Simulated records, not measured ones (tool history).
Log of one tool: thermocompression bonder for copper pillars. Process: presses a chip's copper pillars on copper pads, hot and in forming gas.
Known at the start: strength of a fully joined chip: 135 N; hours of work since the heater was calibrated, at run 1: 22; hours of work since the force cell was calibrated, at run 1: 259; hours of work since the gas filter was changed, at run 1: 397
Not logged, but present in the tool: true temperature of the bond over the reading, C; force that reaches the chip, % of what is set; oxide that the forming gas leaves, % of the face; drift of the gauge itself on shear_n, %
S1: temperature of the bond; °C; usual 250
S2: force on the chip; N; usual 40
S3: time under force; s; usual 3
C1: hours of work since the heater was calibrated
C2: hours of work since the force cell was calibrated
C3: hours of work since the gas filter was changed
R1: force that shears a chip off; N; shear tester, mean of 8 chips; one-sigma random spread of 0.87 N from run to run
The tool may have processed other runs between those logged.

| run | hour | S1 | S2 | S3 | C1 | C2 | C3 | R1 |
|---|---|---|---|---|---|---|---|---|
| 1 | 0 | 250 | 40 | 3 | 22 | 259 | 397 | 65.9 |
| 2 | 33.5 | 250 | 40 | 3 | 49 | 285 | 423 | 66.3 |
|  | 40.3 | forming gas filter changed |
| 3 | 64.1 | 250 | 40 | 7 | 73 | 309 | 19 | 88.8 |
| 4 | 87.3 | 250 | 40 | 3 | 91 | 327 | 37 | 68.2 |
| 5 | 123.7 | 250 | 40 | 3 | 120 | 356 | 66 | 69 |
| 6 | 161.6 | 247 | 40 | 3 | 150 | 386 | 96 | 67.8 |
| 7 | 191.3 | 247 | 40 | 3 | 174 | 410 | 120 | 65.6 |
| 8 | 211.6 | 250 | 40 | 3 | 190 | 426 | 136 | 68.5 |
| 9 | 234.4 | 250 | 34 | 3 | 208 | 444 | 154 | 62.8 |
| 10 | 257 | 250 | 34 | 3 | 226 | 462 | 172 | 61.6 |
|  | 261.5 | heater calibrated with a thermocouple chip |
| 11 | 284.9 | 250 | 34 | 3 | 19 | 483 | 193 | 61.4 |
| 12 | 310.2 | 250 | 34 | 3 | 39 | 503 | 213 | 60.9 |
| 13 | 340.8 | 250 | 34 | 3 | 63 | 527 | 237 | 60.2 |
| 14 | 377.5 | 250 | 32 | 8 | 92 | 556 | 266 | 80.4 |
| 15 | 415.2 | 266 | 40 | 3 | 122 | 586 | 296 | 73.4 |
| 16 | 432.6 | 266 | 40 | 3 | 136 | 600 | 310 | 75.8 |
| 17 | 457.6 | 266 | 32 | 2 | 156 | 620 | 330 | 58.2 |
|  | 480.2 | heater calibrated with a thermocouple chip, once more |
| 18 | 500.2 | 250 | 49 | 4 | 16 | 652 | 362 | 78.8 |
| 19 | 539.7 | 264 | 40 | 7 | 47 | 683 | 393 | 91.6 |
| 20 | 560.2 | 277 | 40 | 3 | 63 | 699 | 409 | 81.2 |
|  | 584.3 | forming gas filter changed |
| 21 | 584.3 | 250 | 49 | 4 | 82 | 718 | 0 | 84.6 |
| 22 | 615.4 | 267 | 40 | 3 | 107 | 743 | 25 | 80.5 |
| 23 | 634.2 | 267 | 31 | 3 | 122 | 758 | 40 | 72.2 |
| 24 | 669.2 | 267 | 31 | 3 | 150 | 786 | 67 | 71.5 |
| 25 | 695.1 | 227 | 31 | 3 | 170 | 806 | 88 | 47.7 |

Take each entry between the runs: how does the hidden state at the last listed run before it differ from the hidden state at the first listed run after it?
From run 2 to run 3: forming gas filter changed (hour 40.3)
  true temperature of the bond over the reading, C: -0.9 -> -1.1; force that reaches the chip, % of what is set: 98.7 -> 98.6; oxide that the forming gas leaves, % of the face: 6.25 -> 0.84
  what was measured, less what the result would be without the hidden state, R1: -5.2 -> -1.6 N
From run 10 to run 11: heater calibrated with a thermocouple chip (hour 261.5)
  true temperature of the bond over the reading, C: -1.8 -> -2.9; force that reaches the chip, % of what is set: 98.1 -> 98; oxide that the forming gas leaves, % of the face: 3.07 -> 3.38
  what was measured, less what the result would be without the hidden state, R1: -3.5 -> -4.4 N
From run 17 to run 18: heater calibrated with a thermocouple chip, once more (hour 480.2)
  true temperature of the bond over the reading, C: -3.7 -> 0.9; force that reaches the chip, % of what is set: 97.5 -> 97.4; oxide that the forming gas leaves, % of the face: 5.37 -> 5.82
  what was measured, less what the result would be without the hidden state, R1: -6 -> -4.8 N
From run 20 to run 21: forming gas filter changed (hour 584.3)
  true temperature of the bond over the reading, C: 0.7 -> 0.5; force that reaches the chip, % of what is set: 97.3 -> 97.2; oxide that the forming gas leaves, % of the face: 6.51 -> 0.53
  what was measured, less what the result would be without the hidden state, R1: -5.8 -> -0.6 N
